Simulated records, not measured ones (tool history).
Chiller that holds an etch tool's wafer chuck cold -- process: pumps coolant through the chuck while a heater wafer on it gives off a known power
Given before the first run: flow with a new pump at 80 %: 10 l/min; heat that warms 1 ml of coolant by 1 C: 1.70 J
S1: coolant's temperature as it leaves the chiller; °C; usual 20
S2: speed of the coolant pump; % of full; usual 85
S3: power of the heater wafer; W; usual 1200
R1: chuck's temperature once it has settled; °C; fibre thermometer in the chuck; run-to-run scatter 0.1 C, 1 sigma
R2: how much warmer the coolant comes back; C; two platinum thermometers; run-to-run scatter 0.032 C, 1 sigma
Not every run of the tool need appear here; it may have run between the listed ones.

Run 1, hour 0: usual settings. Result: R1 31.9 °C, R2 3.96 C.
Run 2, hour 38.4: usual settings. Result: R1 32.1 °C, R2 4.01 C.
Run 3, hour 74.7: usual settings. Result: R1 32 °C, R2 3.95 C.
Run 4, hour 116.3: usual settings. Result: R1 31.9 °C, R2 3.99 C.
Run 5, hour 137.9: usual settings. Result: R1 31.9 °C, R2 4 C.
Run 6, hour 171.4: usual settings. Result: R1 31.9 °C, R2 4.05 C.
Run 7, hour 208: usual settings but S3 1382 W. Result: R1 33.8 °C, R2 4.65 C.
Run 8, hour 236: usual settings but S3 834 W. Result: R1 28.1 °C, R2 2.8 C.
Run 9, hour 261.6: usual settings but S1 21 °C. Result: R1 33.1 °C, R2 4.09 C.
Run 10, hour 292.5: usual settings but S1 21 °C. Result: R1 33.1 °C, R2 4.05 C.
Run 11, hour 312.4: usual settings but S1 21 °C. Result: R1 33 °C, R2 4.11 C.
Run 12, hour 336.7: usual settings but S1 21 °C. Result: R1 32.8 °C, R2 4.1 C.
Run 13, hour 360.3: usual settings but S1 21 °C. Result: R1 32.9 °C, R2 4.11 C.
Run 14, hour 404.5: usual settings. Result: R1 32 °C, R2 4.09 C.
Run 15, hour 446.4: usual settings. Result: R1 31.8 °C, R2 4.16 C.
Run 16, hour 471.8: usual settings but S2 67 % of full. Result: R1 35.2 °C, R2 5.35 C.
Run 17, hour 496.2: usual settings but S1 23 °C, S2 80 % of full. Result: R1 35.7 °C, R2 4.41 C.
Run 18, hour 540.9: usual settings but S1 23 °C, S2 80 % of full. Result: R1 35.6 °C, R2 4.48 C.

Run 19, settings as shown, results not yet in. Your forecast:
Run 19, hour 568: usual settings but S1 16 °C, S2 62 % of full. Result: R1 ?, R2 ?.

Run 19 came out at R1 32.4 °C, R2 5.9 C.
Without the tool's hidden state the same run would have given R1 32.4 °C, R2 5.68 C.
